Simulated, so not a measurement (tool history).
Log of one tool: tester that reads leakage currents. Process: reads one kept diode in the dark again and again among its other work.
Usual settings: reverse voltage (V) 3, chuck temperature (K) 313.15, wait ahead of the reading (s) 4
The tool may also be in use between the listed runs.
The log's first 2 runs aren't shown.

run	hour	reverse voltage (V)	chuck temperature (K)	wait ahead of the reading (s)	hours of work since the probe card was cleaned	hours of work since the tester was calibrated	hours of work since the chuck was calibrated	current that the tester gives (pA)
3	104	3	313.15	4	1984	845	41	143.02
4	135	3	313.15	4	2000	860	57	143.33
5	173.1	3	313.15	4	2019	880	76	143.58
6	224.2	3	313.15	4	2045	906	102	142.83
7	268.3	3	313.15	4	2067	928	124	143
8	313.9	3	320.15	4	2090	951	147	225.89
9	358.6	3	320.15	4	2113	974	170	224.77
10	409.2	3	320.15	4	2138	999	196	226.02
11	446.3	3	313.15	1.03	2157	1018	214	143.85
12	495.8	3	313.15	1.03	2182	1043	239	143.75
13	529	3	313.15	1.03	2199	1060	256	143.63
14	567.4	3	313.15	4	2218	1079	276	143.3
15	602.2	3	313.15	4	2236	1097	293	142.61
# hour 627.8: probe card cleaned and baked
16	643.9	3	313.15	4	8	1117	313	143.08
17	675.7	3	293.15	4	24	1133	329	34.84
18	722	1.49	293.15	4	48	1156	352	27.36
19	747.4	1.49	293.15	4	61	1169	365	27.53
20	774.7	1.49	293.15	4	74	1183	379	27.53

The next listed run, before its measurement:
21	820.3	1.49	293.15	4	97	1206	402	?

Run 21 gave current that the tester gives (pA) 27.41.
Without the tool's hidden state the same run would have given current that the tester gives (pA) 27.4.
